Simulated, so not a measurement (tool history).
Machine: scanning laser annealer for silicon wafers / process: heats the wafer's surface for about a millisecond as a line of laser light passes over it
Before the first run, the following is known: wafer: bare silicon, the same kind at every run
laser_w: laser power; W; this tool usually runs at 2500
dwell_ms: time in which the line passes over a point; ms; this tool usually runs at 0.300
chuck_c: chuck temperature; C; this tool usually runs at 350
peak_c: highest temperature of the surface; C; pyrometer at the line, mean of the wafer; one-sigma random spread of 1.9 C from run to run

Run 1, hour 0.0: usual settings. Result: peak_c 1119 C.
Run 2, hour 8.9: usual settings. Result: peak_c 1121 C.
Run 3, hour 15.1: usual settings. Result: peak_c 1123 C.
Run 4, hour 24.5: usual settings. Result: peak_c 1123 C.
Run 5, hour 28.7: usual settings. Result: peak_c 1122 C.
Run 6, hour 36.0: usual settings. Result: peak_c 1120 C.
Run 7, hour 45.5: usual settings but laser_w 2541 W. Result: peak_c 1136 C.
Run 8, hour 55.1: usual settings but laser_w 2541 W. Result: peak_c 1131 C.
Run 9, hour 62.7: usual settings but laser_w 2690 W. Result: peak_c 1189 C.
Run 10, hour 70.3: usual settings but laser_w 2690 W. Result: peak_c 1192 C.
Run 11, hour 79.5: usual settings but laser_w 2690 W. Result: peak_c 1191 C.
Run 12, hour 86.4: usual settings but laser_w 2690 W. Result: peak_c 1192 C.
Run 13, hour 91.2: usual settings but laser_w 2690 W. Result: peak_c 1191 C.
Run 14, hour 99.3: usual settings but laser_w 2690 W. Result: peak_c 1193 C.
Run 15, hour 108.0: usual settings but dwell_ms 0.257 ms. Result: peak_c 1055 C.
At hour 113.9: optics aligned, line set to its width.
Run 16, hour 117.8: usual settings but dwell_ms 0.257 ms. Result: peak_c 1045 C.
Run 17, hour 124.9: usual settings but dwell_ms 0.281 ms, chuck_c 378 C. Result: peak_c 1115 C.
Run 18, hour 130.2: usual settings but dwell_ms 0.281 ms, chuck_c 378 C. Result: peak_c 1114 C.
Run 19, hour 138.2: usual settings but laser_w 2385 W, dwell_ms 0.264 ms, chuck_c 313 C. Result: peak_c 980 C.
Run 20, hour 147.0: usual settings but laser_w 2385 W, dwell_ms 0.264 ms, chuck_c 313 C. Result: peak_c 980 C.
Run 21, hour 155.6: usual settings but laser_w 2428 W, dwell_ms 0.374 ms, chuck_c 340 C. Result: peak_c 1170 C.
Run 22, hour 164.1: usual settings but chuck_c 363 C. Result: peak_c 1124 C.
At hour 173.2: optics aligned, line set to its width, once more.
Run 23, hour 173.8: usual settings but chuck_c 363 C. Result: peak_c 1133 C.
Run 24, hour 179.1: usual settings but laser_w 2340 W, chuck_c 366 C. Result: peak_c 1073 C.
Run 25, hour 189.2: usual settings but laser_w 2573 W, dwell_ms 0.220 ms, chuck_c 348 C. Result: peak_c 1021 C.
Run 26, hour 195.4: usual settings but laser_w 2321 W, dwell_ms 0.289 ms. Result: peak_c 1037 C.
Run 27, hour 201.2: usual settings but laser_w 2210 W, dwell_ms 0.329 ms, chuck_c 332 C. Result: peak_c 1028 C.

Run 28 has not been measured yet. What should we expect?
Run 28, hour 210.0: usual settings but laser_w 2210 W, dwell_ms 0.329 ms, chuck_c 332 C. Result: peak_c ?.

{"run 28": {"peak_c": 1022}}
Without the tool's hidden state the same run would have given peak_c 1035 C.

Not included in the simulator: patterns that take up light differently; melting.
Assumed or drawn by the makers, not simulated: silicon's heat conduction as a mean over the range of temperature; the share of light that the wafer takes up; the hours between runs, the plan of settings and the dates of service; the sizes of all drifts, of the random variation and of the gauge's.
